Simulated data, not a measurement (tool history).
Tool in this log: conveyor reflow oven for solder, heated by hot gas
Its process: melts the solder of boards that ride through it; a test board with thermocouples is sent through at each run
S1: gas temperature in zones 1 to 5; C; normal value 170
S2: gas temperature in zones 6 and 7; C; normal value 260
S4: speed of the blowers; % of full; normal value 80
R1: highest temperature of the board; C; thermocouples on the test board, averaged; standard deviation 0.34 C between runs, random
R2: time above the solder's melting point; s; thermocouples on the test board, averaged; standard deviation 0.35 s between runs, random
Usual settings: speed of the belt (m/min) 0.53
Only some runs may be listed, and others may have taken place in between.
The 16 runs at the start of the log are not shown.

-- day=10.771 thermocouples of zones 6 and 7 changed
run 17 day=11.312 | S1=164 S2=260 speed_of_the_belt_(m/min)=0.588 S4=75 | R1=238.1 R2=32.4
run 18 day=12.092 | S1=170 S2=252 speed_of_the_belt_(m/min)=0.43 S4=80 | R1=241.6 R2=55.6
-- day=12.321 belt drive overhauled, speed set with a stopwatch
run 19 day=12.929 | S1=170 S2=252 speed_of_the_belt_(m/min)=0.43 S4=80 | R1=241.9 R2=56.3
run 20 day=13.779 | S1=182 S2=260 speed_of_the_belt_(m/min)=0.43 S4=52 | R1=247 R2=63.7
run 21 day=14.312 | S1=161 S2=260 speed_of_the_belt_(m/min)=0.537 S4=61 | R1=237.6 R2=34.3
-- day=15.138 belt drive overhauled, speed set with a stopwatch, once more
run 22 day=15.354 | S1=161 S2=260 speed_of_the_belt_(m/min)=0.537 S4=61 | R1=237.4 R2=32.8
run 23 day=15.967 | S1=165 S2=260 speed_of_the_belt_(m/min)=0.453 S4=80 | R1=246.6 R2=53.6
run 24 day=16.483 | S1=170 S2=271 speed_of_the_belt_(m/min)=0.568 S4=80 | R1=249.1 R2=44
run 25 day=17.267 | S1=170 S2=271 speed_of_the_belt_(m/min)=0.568 S4=80 | R1=249.5 R2=42.7
run 26 day=17.962 | S1=167 S2=260 speed_of_the_belt_(m/min)=0.613 S4=88 | R1=237.9 R2=29.9
run 27 day=18.379 | S1=167 S2=260 speed_of_the_belt_(m/min)=0.613 S4=88 | R1=237.4 R2=30.3
run 28 day=19.083 | S1=163 S2=272 speed_of_the_belt_(m/min)=0.466 S4=54 | R1=251.1 R2=52.8
run 29 day=19.838 | S1=163 S2=272 speed_of_the_belt_(m/min)=0.466 S4=54 | R1=250.7 R2=52.5
-- day=20.671 flux residue cleaned out of gas plates and filters
run 30 day=20.879 | S1=163 S2=272 speed_of_the_belt_(m/min)=0.466 S4=54 | R1=253.2 R2=54.6
run 31 day=21.483 | S1=163 S2=272 speed_of_the_belt_(m/min)=0.466 S4=54 | R1=253 R2=55.3
run 32 day=22.35 | S1=171 S2=255 speed_of_the_belt_(m/min)=0.466 S4=54 | R1=239.8 R2=45.4

Forecast each of these 3 alternatives for the next run:
run A day=23.125 | S1=171 S2=255 speed_of_the_belt_(m/min)=0.466 S4=86 | R1=? R2=?
run B day=23.125 | S1=170 S2=260 speed_of_the_belt_(m/min)=0.49 S4=83 | R1=? R2=?
run C day=23.125 | S1=171 S2=255 speed_of_the_belt_(m/min)=0.537 S4=54 | R1=? R2=?

run=A R1=243.5 R2=52.6
run=B R1=246.8 R2=50.9
run=C R1=235 R2=32.9
Take away the tool's hidden state, keep each run's random variation, and the runs would have read:
run=A R1=244.4 R2=53.5
run=B R1=247.7 R2=51.6
run=C R1=235.9 R2=34
